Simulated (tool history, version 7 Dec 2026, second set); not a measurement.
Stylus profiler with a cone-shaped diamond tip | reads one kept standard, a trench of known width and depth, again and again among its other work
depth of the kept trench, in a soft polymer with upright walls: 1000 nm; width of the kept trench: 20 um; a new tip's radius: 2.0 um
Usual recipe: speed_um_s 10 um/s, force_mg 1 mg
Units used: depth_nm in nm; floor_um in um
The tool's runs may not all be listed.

{"run": 1, "hour": 0.0, "speed_um_s": 10, "force_mg": 1, "depth_nm": 1004.52, "floor_um": 16.28}
{"run": 2, "hour": 16.3, "speed_um_s": 10, "force_mg": 1, "depth_nm": 1004.68, "floor_um": 16.24}
{"run": 3, "hour": 28.6, "speed_um_s": 10, "force_mg": 0.65, "depth_nm": 1003.31, "floor_um": 16.22}
{"run": 4, "hour": 38.3, "speed_um_s": 10, "force_mg": 0.65, "depth_nm": 1003.18, "floor_um": 16.17}
{"run": 5, "hour": 57.1, "speed_um_s": 10, "force_mg": 0.65, "depth_nm": 1002.57, "floor_um": 16.15}
{"run": 6, "hour": 72.9, "speed_um_s": 10, "force_mg": 1, "depth_nm": 1003.92, "floor_um": 16.17}
{"run": 7, "hour": 87.9, "speed_um_s": 10, "force_mg": 1, "depth_nm": 1004.24, "floor_um": 16.17}
{"run": 8, "hour": 99.8, "speed_um_s": 10, "force_mg": 1, "depth_nm": 1003.44, "floor_um": 16.11}
{"run": 9, "hour": 116.7, "speed_um_s": 10, "force_mg": 0.87, "depth_nm": 1003.59, "floor_um": 16.01}
{"run": 10, "hour": 125.6, "speed_um_s": 12, "force_mg": 1, "depth_nm": 1004.21, "floor_um": 15.97}
{"run": 11, "hour": 135.6, "speed_um_s": 12, "force_mg": 1, "depth_nm": 1004.1, "floor_um": 16.03}
{"run": 12, "hour": 155.7, "speed_um_s": 12, "force_mg": 1, "depth_nm": 1004.07, "floor_um": 16.04}
{"run": 13, "hour": 166.5, "speed_um_s": 12, "force_mg": 1, "depth_nm": 1004.24, "floor_um": 15.97}
{"run": 14, "hour": 186.8, "speed_um_s": 12, "force_mg": 1, "depth_nm": 1003.79, "floor_um": 15.9}
{"run": 15, "hour": 196.3, "speed_um_s": 10, "force_mg": 1, "depth_nm": 1003.93, "floor_um": 15.89}
{"run": 16, "hour": 208.4, "speed_um_s": 10, "force_mg": 0.74, "depth_nm": 1002.84, "floor_um": 15.92}
{"run": 17, "hour": 220.1, "speed_um_s": 10, "force_mg": 1, "depth_nm": 1004.35, "floor_um": 15.87}
{"run": 18, "hour": 229.3, "speed_um_s": 10, "force_mg": 1, "depth_nm": 1003.72, "floor_um": 15.87}
{"run": 19, "hour": 241.8, "speed_um_s": 10, "force_mg": 1, "depth_nm": 1003.76, "floor_um": 15.82}
{"run": 20, "hour": 250.9, "speed_um_s": 10, "force_mg": 1, "depth_nm": 1003.84, "floor_um": 15.9}
{"run": 21, "hour": 263.6, "speed_um_s": 10, "force_mg": 1, "depth_nm": 1003.41, "floor_um": 15.86}
{"run": 22, "hour": 278.5, "speed_um_s": 10, "force_mg": 1, "depth_nm": 1003.29, "floor_um": 15.74}
{"run": 23, "hour": 288.5, "speed_um_s": 10, "force_mg": 0.37, "depth_nm": 1001.41, "floor_um": 15.68}
{"run": 24, "hour": 305.4, "speed_um_s": 4, "force_mg": 1, "depth_nm": 1003.61, "floor_um": 15.72}
{"run": 25, "hour": 319.1, "speed_um_s": 24, "force_mg": 2.67, "depth_nm": 1008.02, "floor_um": 15.61}
{"run": 26, "hour": 327.5, "speed_um_s": 24, "force_mg": 0.41, "depth_nm": 1001.21, "floor_um": 15.46}
{"run": 27, "hour": 339.9, "speed_um_s": 11, "force_mg": 2.48, "depth_nm": 1007.59, "floor_um": 15.65}
{"run": 28, "hour": 360.1, "speed_um_s": 30, "force_mg": 0.35, "depth_nm": 1000.77, "floor_um": 15.25}
{"run": 29, "hour": 379.5, "speed_um_s": 30, "force_mg": 0.35, "depth_nm": 1001.21, "floor_um": 15.22}
{"run": 30, "hour": 390.8, "speed_um_s": 25, "force_mg": 2.53, "depth_nm": 1007.52, "floor_um": 15.53}
{"hour": 393.2, "done": "height scale calibrated on a step standard"}
{"run": 31, "hour": 411.1, "speed_um_s": 4, "force_mg": 0.41, "depth_nm": 1000.09, "floor_um": 15.58}
{"run": 32, "hour": 421.9, "speed_um_s": 14, "force_mg": 0.48, "depth_nm": 1000.75, "floor_um": 15.43}
{"run": 33, "hour": 439.0, "speed_um_s": 5, "force_mg": 0.34, "depth_nm": 999.82, "floor_um": 15.52}
{"run": 34, "hour": 447.6, "speed_um_s": 17, "force_mg": 0.99, "depth_nm": 1002.26, "floor_um": 15.46}
{"run": 35, "hour": 466.9, "speed_um_s": 3, "force_mg": 0.36, "depth_nm": 999.69, "floor_um": 15.45}
{"hour": 474.5, "done": "height scale calibrated on a step standard, once more"}
{"run": 36, "hour": 475.5, "speed_um_s": 7, "force_mg": 0.54, "depth_nm": 1002.85, "floor_um": 15.43}
{"run": 37, "hour": 486.3, "speed_um_s": 7, "force_mg": 0.54, "depth_nm": 1003.03, "floor_um": 15.41}
{"run": 38, "hour": 501.4, "speed_um_s": 29, "force_mg": 0.43, "depth_nm": 1002.34, "floor_um": 15.06}
{"run": 39, "hour": 511.6, "speed_um_s": 29, "force_mg": 0.43, "depth_nm": 1002.6, "floor_um": 15.08}
{"run": 40, "hour": 524.6, "speed_um_s": 7, "force_mg": 0.49, "depth_nm": 1002.63, "floor_um": 15.35}
{"run": 41, "hour": 541.1, "speed_um_s": 3, "force_mg": 1.1, "depth_nm": 1004.8, "floor_um": 15.36}
{"run": 42, "hour": 553.6, "speed_um_s": 2, "force_mg": 0.43, "depth_nm": 1001.97, "floor_um": 15.38}
{"run": 43, "hour": 573.5, "speed_um_s": 34, "force_mg": 2.68, "depth_nm": 1008.98, "floor_um": 15.18}
{"run": 44, "hour": 592.1, "speed_um_s": 2, "force_mg": 0.65, "depth_nm": 1002.95, "floor_um": 15.3}
{"run": 45, "hour": 606.4, "speed_um_s": 3, "force_mg": 2.61, "depth_nm": 1008.45, "floor_um": 15.26}

Branching from run 45: 5 alternative next runs. What would each branch give?
{"run": "A", "hour": 618.8, "speed_um_s": 5, "force_mg": 0.64, "depth_nm": "?", "floor_um": "?"}
{"run": "B", "hour": 618.8, "speed_um_s": 3, "force_mg": 0.33, "depth_nm": "?", "floor_um": "?"}
{"run": "C", "hour": 618.8, "speed_um_s": 3, "force_mg": 0.37, "depth_nm": "?", "floor_um": "?"}
{"run": "D", "hour": 618.8, "speed_um_s": 8, "force_mg": 1.9, "depth_nm": "?", "floor_um": "?"}
{"run": "E", "hour": 618.8, "speed_um_s": 3, "force_mg": 0.52, "depth_nm": "?", "floor_um": "?"}

run=A depth_nm=1002.97 floor_um=15.25
run=B depth_nm=1001.48 floor_um=15.19
run=C depth_nm=1001.94 floor_um=15.24
run=D depth_nm=1006.18 floor_um=15.19
run=E depth_nm=1002.5 floor_um=15.26
Stripped of hidden state, with their random variation kept, the same runs would have yielded:
run=A depth_nm=1003.71 floor_um=16.5
run=B depth_nm=1002.22 floor_um=16.44
run=C depth_nm=1002.68 floor_um=16.49
run=D depth_nm=1006.92 floor_um=16.44
run=E depth_nm=1003.24 floor_um=16.51
